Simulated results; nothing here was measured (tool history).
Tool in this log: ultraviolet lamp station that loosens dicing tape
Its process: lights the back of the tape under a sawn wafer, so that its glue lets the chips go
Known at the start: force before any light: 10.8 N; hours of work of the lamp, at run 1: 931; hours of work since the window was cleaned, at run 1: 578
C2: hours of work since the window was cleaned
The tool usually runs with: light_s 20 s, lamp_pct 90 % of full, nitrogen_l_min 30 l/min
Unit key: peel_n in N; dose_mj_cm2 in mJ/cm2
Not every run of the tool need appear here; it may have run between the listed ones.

Run 1, hour 0: usual settings; hours of work of the lamp 931; C2 578. Result: peel_n 0.522 N, dose_mj_cm2 172 mJ/cm2.
Run 2, hour 35.3: usual settings; hours of work of the lamp 951; C2 599. Result: peel_n 0.555 N, dose_mj_cm2 177 mJ/cm2.
At hour 88.2: lamp changed.
Run 3, hour 95: usual settings but nitrogen_l_min 56 l/min; hours of work of the lamp 4; C2 633. Result: peel_n 0.123 N, dose_mj_cm2 232 mJ/cm2.
At hour 135.7: window cleaned of glue's vapour.
Run 4, hour 155.6: usual settings but nitrogen_l_min 56 l/min; hours of work of the lamp 39; C2 11. Result: peel_n 0.165 N, dose_mj_cm2 215 mJ/cm2.
Run 5, hour 186.4: usual settings; hours of work of the lamp 56; C2 29. Result: peel_n 0.316 N, dose_mj_cm2 209 mJ/cm2.
Run 6, hour 228.8: usual settings but nitrogen_l_min 17 l/min; hours of work of the lamp 81; C2 54. Result: peel_n 0.595 N, dose_mj_cm2 204 mJ/cm2.
Run 7, hour 272.1: usual settings but light_s 23 s, nitrogen_l_min 17 l/min; hours of work of the lamp 106; C2 79. Result: peel_n 0.426 N, dose_mj_cm2 234 mJ/cm2.
Run 8, hour 321.8: usual settings but light_s 27 s, lamp_pct 69 % of full, nitrogen_l_min 14 l/min; hours of work of the lamp 135; C2 107. Result: peel_n 0.729 N, dose_mj_cm2 208 mJ/cm2.
Run 9, hour 358.4: usual settings but nitrogen_l_min 27 l/min; hours of work of the lamp 156; C2 129. Result: peel_n 0.393 N, dose_mj_cm2 204 mJ/cm2.

For run 10, what comes out?
At hour 366.4: window cleaned of glue's vapour, once more.
Run 10, hour 391.5: usual settings but light_s 40 s; hours of work of the lamp 175; C2 15. Result: peel_n ?, dose_mj_cm2 ?.

Run 10 gave peel_n 0.061 N, dose_mj_cm2 488 mJ/cm2.
With no hidden state in the tool, this same run would have given peel_n 0.06 N, dose_mj_cm2 517 mJ/cm2.

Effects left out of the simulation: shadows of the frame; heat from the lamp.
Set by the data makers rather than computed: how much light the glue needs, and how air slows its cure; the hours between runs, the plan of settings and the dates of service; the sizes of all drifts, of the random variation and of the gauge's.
